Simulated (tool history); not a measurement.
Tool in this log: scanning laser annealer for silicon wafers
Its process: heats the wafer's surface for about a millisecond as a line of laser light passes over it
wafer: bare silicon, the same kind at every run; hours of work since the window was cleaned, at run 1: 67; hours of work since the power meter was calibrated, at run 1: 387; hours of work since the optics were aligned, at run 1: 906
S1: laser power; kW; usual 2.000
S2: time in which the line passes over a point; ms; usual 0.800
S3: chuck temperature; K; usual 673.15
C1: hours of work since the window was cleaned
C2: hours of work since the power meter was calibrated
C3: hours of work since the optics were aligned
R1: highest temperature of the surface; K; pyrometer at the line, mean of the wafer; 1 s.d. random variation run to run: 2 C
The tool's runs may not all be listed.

run,hour,S1,S2,S3,C1,C2,C3,R1
1,0.0,2.000,0.800,673.15,67,387,906,1521.15
2,27.4,2.000,0.800,668.15,81,401,920,1513.15
3,50.1,2.000,0.800,668.15,93,413,932,1515.15
4,73.7,2.106,0.800,668.15,105,425,945,1555.15
5,86.5,2.106,0.800,668.15,112,432,951,1550.15
6,106.4,2.106,0.800,668.15,122,442,962,1554.15
7,122.1,2.094,0.800,673.15,131,451,970,1553.15
8,141.1,2.094,0.800,673.15,141,460,980,1550.15
9,156.6,2.094,0.800,673.15,149,469,988,1550.15
10,170.8,2.094,0.800,673.15,156,476,995,1554.15
11,195.2,2.000,0.800,673.15,169,489,1008,1512.15
12,212.5,2.000,0.800,673.15,178,498,1017,1515.15
13,227.9,2.000,0.800,673.15,186,506,1025,1510.15
14,240.9,2.000,0.800,673.15,193,513,1032,1512.15
15,266.7,2.000,0.800,673.15,206,526,1045,1512.15
16,278.4,2.000,0.800,673.15,212,532,1052,1507.15
17,302.3,2.000,0.800,673.15,225,545,1064,1511.15
18,321.2,2.000,0.824,673.15,235,555,1074,1521.15
19,333.0,2.000,0.824,673.15,241,561,1080,1522.15
20,349.4,2.000,0.824,673.15,250,569,1089,1520.15
21,375.2,1.735,0.929,641.15,263,583,1102,1428.15
22,400.9,1.858,0.885,679.15,276,596,1116,1498.15
23,422.2,1.858,0.885,679.15,288,607,1127,1497.15
24,444.3,1.853,0.658,680.15,299,619,1138,1380.15
25,470.8,1.930,0.658,638.15,313,633,1152,1364.15
26,494.9,1.930,0.658,638.15,326,646,1165,1366.15
27,518.5,1.930,0.658,638.15,338,658,1177,1366.15
28,533.5,1.725,0.721,638.15,346,666,1185,1319.15
# hour 538.1: window over the wafer cleaned
29,554.0,2.015,0.959,691.15,8,675,1195,1600.15
30,569.7,1.855,0.740,697.15,17,684,1203,1433.15
# hour 583.1: window over the wafer cleaned, once more
31,591.0,2.000,0.698,673.15,4,694,1213,1467.15
32,608.7,1.899,0.746,673.15,13,703,1222,1457.15
33,636.2,1.805,0.876,672.15,28,717,1237,1478.15
34,659.1,1.805,0.876,672.15,40,729,1249,1480.15
35,681.5,1.931,0.876,672.15,51,741,1260,1534.15
36,694.6,1.931,0.876,672.15,58,748,1267,1527.15
37,719.5,1.774,0.607,662.15,71,761,1280,1322.15
38,744.4,2.000,0.800,647.15,84,774,1293,1492.15
39,759.0,1.866,0.642,673.15,92,782,1301,1381.15
40,785.0,1.866,0.928,673.15,106,795,1315,1526.15

Measured less the same run without the tool's hidden state. The same run-to-run variation is in both; the gauge's scatter may not be:
Hidden state at play: light that passes the window, % of a clean one's; laser's true power over the reading, %; width of the line over the set one, %; drift of the gauge itself on peak_c, C.
run,R1
1,-3.00
2,-3.00
3,-4.00
4,-6.00
5,-6.00
6,-6.00
7,-7.00
8,-7.00
9,-8.00
10,-8.00
11,-9.00
12,-9.00
13,-10.00
14,-10.00
15,-11.00
16,-12.00
17,-12.00
18,-13.00
19,-14.00
20,-14.00
21,-15.00
22,-15.00
23,-16.00
24,-15.00
25,-16.00
26,-17.00
27,-18.00
28,-16.00
29,-29.00
30,-25.00
31,+1.00
32,+1.00
33,+0.00
34,+0.00
35,-1.00
36,-2.00
37,-2.00
38,-3.00
39,-3.00
40,-5.00

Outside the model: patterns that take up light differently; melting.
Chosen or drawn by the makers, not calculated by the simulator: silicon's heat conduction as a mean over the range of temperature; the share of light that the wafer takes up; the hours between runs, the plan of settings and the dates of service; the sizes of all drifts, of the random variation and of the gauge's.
